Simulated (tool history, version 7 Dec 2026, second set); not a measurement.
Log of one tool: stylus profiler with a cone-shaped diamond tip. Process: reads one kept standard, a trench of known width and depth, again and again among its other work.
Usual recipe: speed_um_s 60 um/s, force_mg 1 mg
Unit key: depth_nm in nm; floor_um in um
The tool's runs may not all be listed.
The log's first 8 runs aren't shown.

Run 9, hour 91.8: usual settings but force_mg 1.18 mg. Result: depth_nm 501.19 nm, floor_um 26.83 um.
Run 10, hour 103.6: usual settings. Result: depth_nm 501.07 nm, floor_um 26.77 um.
Run 11, hour 116: usual settings. Result: depth_nm 500.93 nm, floor_um 26.86 um.
Run 12, hour 130.5: usual settings. Result: depth_nm 500.93 nm, floor_um 26.78 um.
Run 13, hour 139: usual settings. Result: depth_nm 500.93 nm, floor_um 26.81 um.
Run 14, hour 148.4: usual settings but speed_um_s 66 um/s. Result: depth_nm 500.96 nm, floor_um 26.72 um.
Run 15, hour 159: usual settings but speed_um_s 66 um/s. Result: depth_nm 500.8 nm, floor_um 26.77 um.
Run 16, hour 170.5: usual settings but speed_um_s 66 um/s. Result: depth_nm 500.84 nm, floor_um 26.78 um.
Run 17, hour 181.3: usual settings but speed_um_s 66 um/s. Result: depth_nm 500.78 nm, floor_um 26.74 um.
Run 18, hour 188.1: usual settings but speed_um_s 66 um/s. Result: depth_nm 500.9 nm, floor_um 26.7 um.
Run 19, hour 200.8: usual settings but speed_um_s 66 um/s. Result: depth_nm 500.79 nm, floor_um 26.73 um.
Run 20, hour 214.5: usual settings but speed_um_s 66 um/s. Result: depth_nm 500.73 nm, floor_um 26.75 um.
Run 21, hour 225.4: usual settings but speed_um_s 209 um/s, force_mg 0.7 mg. Result: depth_nm 500.07 nm, floor_um 25.66 um.
Run 22, hour 237.5: usual settings but speed_um_s 54 um/s, force_mg 0.36 mg. Result: depth_nm 500 nm, floor_um 26.56 um.
Run 23, hour 247.8: usual settings but speed_um_s 130 um/s, force_mg 1.73 mg. Result: depth_nm 501.25 nm, floor_um 26.51 um.
Run 24, hour 255.6: usual settings but speed_um_s 96 um/s, force_mg 1.22 mg. Result: depth_nm 500.82 nm, floor_um 26.57 um.
Run 25, hour 266.2: usual settings but speed_um_s 139 um/s. Result: depth_nm 500.75 nm, floor_um 26.28 um.
Run 26, hour 280.9: usual settings but speed_um_s 35 um/s, force_mg 1.24 mg. Result: depth_nm 500.67 nm, floor_um 26.96 um.
Run 27, hour 289.6: usual settings but speed_um_s 35 um/s, force_mg 1.24 mg. Result: depth_nm 500.7 nm, floor_um 26.84 um.
Run 28, hour 304.1: usual settings but speed_um_s 15 um/s, force_mg 0.6 mg. Result: depth_nm 499.96 nm, floor_um 26.98 um.
Run 29, hour 316.4: usual settings but speed_um_s 15 um/s, force_mg 0.6 mg. Result: depth_nm 500.22 nm, floor_um 26.88 um.
Run 30, hour 329.5: usual settings but speed_um_s 112 um/s, force_mg 0.82 mg. Result: depth_nm 500.2 nm, floor_um 26.35 um.
Run 31, hour 336.3: usual settings but speed_um_s 112 um/s, force_mg 2.27 mg. Result: depth_nm 501.91 nm, floor_um 26.65 um.

Expected results for the next run?
Run 32, hour 344.3: usual settings but speed_um_s 52 um/s, force_mg 1.89 mg. Result: depth_nm ?, floor_um ?.

{"run 32": {"depth_nm": 501.3, "floor_um": 26.81}}
If the tool had no hidden condition, the same run with the same run-to-run variation would have returned depth_nm 502.51 nm, floor_um 27.13 um.
